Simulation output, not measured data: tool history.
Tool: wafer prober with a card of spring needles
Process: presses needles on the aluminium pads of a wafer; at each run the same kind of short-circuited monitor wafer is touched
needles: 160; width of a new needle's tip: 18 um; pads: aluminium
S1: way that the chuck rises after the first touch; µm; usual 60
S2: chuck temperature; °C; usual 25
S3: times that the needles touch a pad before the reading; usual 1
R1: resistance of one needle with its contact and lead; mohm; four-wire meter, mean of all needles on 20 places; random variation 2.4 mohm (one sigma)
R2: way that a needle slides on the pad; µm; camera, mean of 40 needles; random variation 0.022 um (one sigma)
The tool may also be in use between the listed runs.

Run 1, day 0: usual settings. Result: R1 329 mohm, R2 7.46 µm.
At day 0.1: tips cleaned on abrasive film.
Run 2, day 0.642: usual settings. Result: R1 346 mohm, R2 7.43 µm.
At day 1.017: tips cleaned on abrasive film.
Run 3, day 1.15: usual settings. Result: R1 305 mohm, R2 7.4 µm.
At day 1.917: tips cleaned on abrasive film.
Run 4, day 1.983: usual settings. Result: R1 283 mohm, R2 7.41 µm.
At day 2.821: tips cleaned on abrasive film.
Run 5, day 3.029: usual settings. Result: R1 300 mohm, R2 7.39 µm.
At day 3.679: tips cleaned on abrasive film, once more.
Run 6, day 3.825: usual settings. Result: R1 302 mohm, R2 7.39 µm.
At day 4.612: tips cleaned on abrasive film.
Run 7, day 4.788: usual settings. Result: R1 304 mohm, R2 7.4 µm.
Run 8, day 5.392: usual settings. Result: R1 335 mohm, R2 7.35 µm.
At day 5.571: tips cleaned on abrasive film.
At day 5.65: height of the first contact set anew.
Run 9, day 5.967: usual settings but S2 27 °C. Result: R1 317 mohm, R2 7.56 µm.
Run 10, day 6.4: usual settings but S1 43 µm, S2 31 °C, S3 2. Result: R1 342 mohm, R2 5.42 µm.
At day 6.488: tips cleaned on abrasive film.
Run 11, day 7.158: usual settings but S1 43 µm, S2 31 °C, S3 2. Result: R1 343 mohm, R2 5.42 µm.
At day 7.408: tips cleaned on abrasive film.
Run 12, day 7.875: usual settings but S1 43 µm, S2 31 °C, S3 2. Result: R1 335 mohm, R2 5.4 µm.
At day 8.354: tips cleaned on abrasive film.
Run 13, day 8.892: usual settings but S1 43 µm, S2 31 °C, S3 2. Result: R1 341 mohm, R2 5.34 µm.
At day 9.288: tips cleaned on abrasive film.
Run 14, day 9.825: usual settings but S1 48 µm. Result: R1 360 mohm, R2 5.99 µm.
At day 10.196: tips cleaned on abrasive film.
Run 15, day 10.85: usual settings. Result: R1 329 mohm, R2 7.49 µm.
At day 11.096: tips cleaned on abrasive film.
Run 16, day 11.712: usual settings but S1 54 µm, S2 64 °C, S3 2. Result: R1 329 mohm, R2 6.7 µm.
At day 12.029: tips cleaned on abrasive film.
Run 17, day 12.408: usual settings but S1 54 µm, S2 64 °C, S3 2. Result: R1 318 mohm, R2 6.69 µm.

Hidden state or all else? Some run-to-run changes of R1, split into what the settings, what came in and random variation would give without the hidden state, and what is left for the hidden state (with any gauge scatter that isn't in both results):
The hidden state here: debris on the tips, nm; way that the needles fall short of the set height, um; tips' diameter, um; drift of the gauge itself on contact_mohm, %; drift of the gauge itself on scrub_um, %.
Run 2 -> 3: tips cleaned on abrasive film. R1 -41 mohm: hidden state -51, all else +10.
